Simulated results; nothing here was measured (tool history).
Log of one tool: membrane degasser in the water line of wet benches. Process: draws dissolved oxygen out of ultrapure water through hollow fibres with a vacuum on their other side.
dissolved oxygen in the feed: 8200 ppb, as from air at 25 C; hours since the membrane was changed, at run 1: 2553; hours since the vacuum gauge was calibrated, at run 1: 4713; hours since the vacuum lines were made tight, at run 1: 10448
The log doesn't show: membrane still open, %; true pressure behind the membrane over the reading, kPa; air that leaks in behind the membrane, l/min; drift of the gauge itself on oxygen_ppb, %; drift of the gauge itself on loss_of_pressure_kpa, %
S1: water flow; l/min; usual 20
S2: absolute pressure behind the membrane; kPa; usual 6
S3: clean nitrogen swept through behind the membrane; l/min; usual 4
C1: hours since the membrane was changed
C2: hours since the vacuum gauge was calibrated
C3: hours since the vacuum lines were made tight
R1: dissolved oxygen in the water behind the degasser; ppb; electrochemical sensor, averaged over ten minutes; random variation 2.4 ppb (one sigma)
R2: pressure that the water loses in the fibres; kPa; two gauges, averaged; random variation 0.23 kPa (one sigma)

run 1 hour=0 | S1=20 S2=6 S3=4 | C1=2553 C2=4713 C3=10448 | R1=249.8 R2=56.91
run 2 hour=63.1 | S1=20 S2=6 S3=4 | C1=2616 C2=4776 C3=10512 | R1=247.5 R2=56.76
run 3 hour=133.7 | S1=20 S2=11.57 S3=4 | C1=2687 C2=4846 C3=10582 | R1=321.6 R2=56.96
run 4 hour=205.3 | S1=20 S2=11.57 S3=4 | C1=2759 C2=4918 C3=10654 | R1=319 R2=57.07
run 5 hour=246.2 | S1=20 S2=11.57 S3=4 | C1=2799 C2=4959 C3=10695 | R1=316.9 R2=56.56
run 6 hour=307.8 | S1=20 S2=7.24 S3=4 | C1=2861 C2=5021 C3=10756 | R1=265.4 R2=56.5
run 7 hour=376.6 | S1=20 S2=7.24 S3=4 | C1=2930 C2=5089 C3=10825 | R1=268.4 R2=56.91
run 8 hour=422 | S1=20 S2=7.24 S3=4 | C1=2975 C2=5135 C3=10870 | R1=267 R2=56.84
run 9 hour=492.5 | S1=20 S2=6 S3=4 | C1=3046 C2=5205 C3=10941 | R1=253.2 R2=56.74
run 10 hour=567.2 | S1=20 S2=6 S3=4 | C1=3120 C2=5280 C3=11016 | R1=254.2 R2=56.68
run 11 hour=619 | S1=19 S2=6 S3=4 | C1=3172 C2=5332 C3=11067 | R1=233.8 R2=53.79
run 12 hour=696.8 | S1=19 S2=6 S3=4 | C1=3250 C2=5409 C3=11145 | R1=237.5 R2=54.07
run 13 hour=755.4 | S1=20 S2=6 S3=4 | C1=3309 C2=5468 C3=11204 | R1=257 R2=57.13
run 14 hour=818.2 | S1=20 S2=6 S3=4 | C1=3371 C2=5531 C3=11267 | R1=251.1 R2=57.03
run 15 hour=895.4 | S1=20 S2=6 S3=4 | C1=3449 C2=5608 C3=11344 | R1=255.3 R2=56.82
run 16 hour=952.8 | S1=14 S2=6 S3=4 | C1=3506 C2=5665 C3=11401 | R1=156.6 R2=39.94
run 17 hour=1030.5 | S1=14 S2=6 S3=4 | C1=3584 C2=5743 C3=11479 | R1=159.1 R2=40.02
run 18 hour=1080.5 | S1=14 S2=6 S3=4 | C1=3634 C2=5793 C3=11529 | R1=160.3 R2=39.91
run 19 hour=1144.9 | S1=14 S2=6 S3=4 | C1=3698 C2=5858 C3=11593 | R1=158.6 R2=39.84
run 20 hour=1205.1 | S1=14 S2=6 S3=4 | C1=3758 C2=5918 C3=11654 | R1=162.1 R2=40.17
run 21 hour=1250.1 | S1=25 S2=7.16 S3=4.26 | C1=3803 C2=5963 C3=11699 | R1=348.1 R2=71.26
run 22 hour=1297.8 | S1=20 S2=5.89 S3=10.38 | C1=3851 C2=6010 C3=11746 | R1=236 R2=57.04
run 23 hour=1348.9 | S1=31 S2=6 S3=9.26 | C1=3902 C2=6062 C3=11797 | R1=401.9 R2=88.5
run 24 hour=1405 | S1=16 S2=6 S3=9.26 | C1=3958 C2=6118 C3=11853 | R1=175 R2=45.51
run 25 hour=1452 | S1=20 S2=6 S3=5 | C1=4005 C2=6165 C3=11900 | R1=248.9 R2=57.42
run 26 hour=1487.4 | S1=20 S2=6 S3=5 | C1=4041 C2=6200 C3=11936 | R1=252.4 R2=57.11
run 27 hour=1548.9 | S1=20 S2=6 S3=7.51 | C1=4102 C2=6262 C3=11997 | R1=243.3 R2=57.52
run 28 hour=1594.6 | S1=20 S2=6 S3=7.51 | C1=4148 C2=6307 C3=12043 | R1=245.4 R2=57.15
run 29 hour=1633.3 | S1=20 S2=6 S3=7.51 | C1=4187 C2=6346 C3=12082 | R1=242.8 R2=57.11
run 30 hour=1687.5 | S1=20 S2=6 S3=11.9 | C1=4241 C2=6400 C3=12136 | R1=238.1 R2=57.27
run 31 hour=1735.7 | S1=14 S2=4.18 S3=8.58 | C1=4289 C2=6448 C3=12184 | R1=140.8 R2=39.63
run 32 hour=1783.2 | S1=14 S2=4.18 S3=8.58 | C1=4336 C2=6496 C3=12232 | R1=138.1 R2=40.34

Some steps in R1 between neighbouring runs. How much of each would the tool show without its hidden state too (settings, what came in, random variation), and how much is left for the hidden state, with any gauge scatter that isn't in both results?
Run 20 -> 21: S1 14 -> 25, S2 6 -> 7.16, S3 4 -> 4.26. R1 +186 ppb: hidden state +9.1, all else +176.9.
Run 22 -> 23: S1 20 -> 31, S2 5.89 -> 6, S3 10.38 -> 9.26. R1 +165.9 ppb: hidden state +8, all else +157.9.
Run 23 -> 24: S1 31 -> 16. R1 -226.9 ppb: hidden state -10.9, all else -216.
